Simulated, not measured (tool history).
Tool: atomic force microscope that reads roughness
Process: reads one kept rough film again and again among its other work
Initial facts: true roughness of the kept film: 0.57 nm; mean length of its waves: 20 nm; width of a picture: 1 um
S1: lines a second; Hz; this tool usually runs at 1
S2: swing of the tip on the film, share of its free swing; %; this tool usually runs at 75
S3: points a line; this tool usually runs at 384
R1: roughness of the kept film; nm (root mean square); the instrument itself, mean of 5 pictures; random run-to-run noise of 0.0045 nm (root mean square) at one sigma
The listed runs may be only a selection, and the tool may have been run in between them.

run 1 hour=0 | S1=1 S2=75 S3=384 | R1=0.45
run 2 hour=41.1 | S1=1 S2=75 S3=612 | R1=0.438
-- hour=56.2 new tip fitted
run 3 hour=74.3 | S1=1 S2=75 S3=384 | R1=0.508
run 4 hour=94.5 | S1=1 S2=75 S3=384 | R1=0.497
run 5 hour=118.2 | S1=1 S2=75 S3=384 | R1=0.489
run 6 hour=158.1 | S1=1 S2=75 S3=384 | R1=0.477
run 7 hour=191.9 | S1=1 S2=73 S3=384 | R1=0.46
run 8 hour=217.2 | S1=1 S2=73 S3=384 | R1=0.443
run 9 hour=238.9 | S1=1 S2=73 S3=384 | R1=0.444
-- hour=257.9 new tip fitted
run 10 hour=259.1 | S1=0.93 S2=75 S3=384 | R1=0.514
-- hour=262.3 height scale calibrated on a step standard
run 11 hour=291.1 | S1=0.93 S2=75 S3=384 | R1=0.502
run 12 hour=319.4 | S1=1 S2=75 S3=384 | R1=0.492
-- hour=351.1 height scale calibrated on a step standard, once more
run 13 hour=362.2 | S1=1 S2=75 S3=384 | R1=0.462
run 14 hour=400.9 | S1=1 S2=75 S3=384 | R1=0.453
run 15 hour=436.4 | S1=1 S2=68 S3=914 | R1=0.453
-- hour=461.3 new tip fitted
run 16 hour=470.4 | S1=0.59 S2=75 S3=346 | R1=0.506
run 17 hour=508.1 | S1=0.59 S2=75 S3=346 | R1=0.496
run 18 hour=551.9 | S1=3.25 S2=78 S3=346 | R1=0.433
run 19 hour=589.8 | S1=2.65 S2=69 S3=1013 | R1=0.451
run 20 hour=631.1 | S1=1 S2=70 S3=918 | R1=0.454
-- hour=662.4 new tip fitted
run 21 hour=672.7 | S1=1 S2=81 S3=510 | R1=0.505
run 22 hour=693 | S1=0.95 S2=57 S3=646 | R1=0.515

Forecast run 23:
run 23 hour=735.7 | S1=2.57 S2=70 S3=681 | R1=?

Run 23 measured R1 0.47 nm (root mean square).
Had the tool carried no hidden state, the very same run would have given R1 0.505 nm (root mean square).

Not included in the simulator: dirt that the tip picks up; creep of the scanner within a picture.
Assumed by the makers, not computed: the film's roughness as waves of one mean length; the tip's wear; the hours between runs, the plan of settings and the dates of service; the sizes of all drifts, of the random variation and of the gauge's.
